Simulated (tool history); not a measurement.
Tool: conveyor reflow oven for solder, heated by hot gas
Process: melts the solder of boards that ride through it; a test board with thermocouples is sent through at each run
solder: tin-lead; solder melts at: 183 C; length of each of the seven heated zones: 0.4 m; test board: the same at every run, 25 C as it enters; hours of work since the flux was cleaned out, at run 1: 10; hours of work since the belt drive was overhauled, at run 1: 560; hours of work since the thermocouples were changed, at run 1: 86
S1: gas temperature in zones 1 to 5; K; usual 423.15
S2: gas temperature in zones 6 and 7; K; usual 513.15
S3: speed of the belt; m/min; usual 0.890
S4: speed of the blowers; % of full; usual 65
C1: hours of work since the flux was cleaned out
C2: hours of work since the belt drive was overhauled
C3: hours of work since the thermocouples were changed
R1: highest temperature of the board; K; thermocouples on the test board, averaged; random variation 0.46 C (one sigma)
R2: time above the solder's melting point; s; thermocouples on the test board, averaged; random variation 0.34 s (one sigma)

run,hour,S1,S2,S3,S4,C1,C2,C3,R1,R2
1,0.0,423.15,513.15,0.890,65,10,560,86,497.45,47.3
2,85.0,423.15,513.15,0.890,65,70,620,146,496.15,46.6
3,140.4,423.15,513.15,0.890,65,109,659,185,494.95,47.3
4,231.5,423.15,513.15,0.890,65,173,722,248,494.95,46.1
5,287.8,423.15,513.15,0.890,65,212,762,288,494.45,46.0
6,340.2,423.15,513.15,0.890,65,249,799,325,494.65,46.1
7,390.1,423.15,513.15,0.890,65,284,834,360,494.15,45.8
# hour 399.2: flux residue cleaned out of gas plates and filters
8,474.7,423.15,513.15,0.739,65,53,889,415,496.85,57.8
9,516.2,423.15,526.15,0.890,65,82,919,445,502.75,49.8
10,558.0,423.15,513.15,0.870,86,111,948,474,494.85,47.8
11,647.0,423.15,513.15,0.870,86,174,1010,536,493.35,46.9
# hour 697.9: flux residue cleaned out of gas plates and filters, once more
12,709.2,427.15,513.15,1.011,65,8,1051,577,493.25,41.0
13,751.3,416.15,524.15,1.011,70,37,1080,606,501.25,41.2
14,834.9,435.15,513.15,0.890,70,96,1139,665,498.45,51.8
15,914.2,435.15,513.15,0.890,70,152,1194,720,497.85,52.0
16,981.7,430.15,513.15,0.737,65,199,1242,768,500.55,61.8
17,1034.7,430.15,513.15,0.737,65,236,1279,805,500.45,61.8
18,1088.4,430.15,513.15,0.737,65,274,1317,843,499.55,62.1

Forecast each of these 5 alternatives for the next run:
A,1158.0,430.15,513.15,0.997,65,323,1365,891,?,?
B,1158.0,423.15,513.15,0.890,83,323,1365,891,?,?
C,1158.0,430.15,523.15,0.841,65,323,1365,891,?,?
D,1158.0,420.15,513.15,0.737,65,323,1365,891,?,?
E,1158.0,432.15,513.15,0.890,65,323,1365,891,?,?

run,R1,R2
A,489.75,41.2
B,495.65,47.2
C,504.55,55.8
D,498.35,57.3
E,495.05,49.9
Without the tool's hidden state the same runs would have given:
run,R1,R2
A,494.15,42.7
B,500.15,48.4
C,508.75,56.2
D,502.25,58.2
E,499.05,50.8
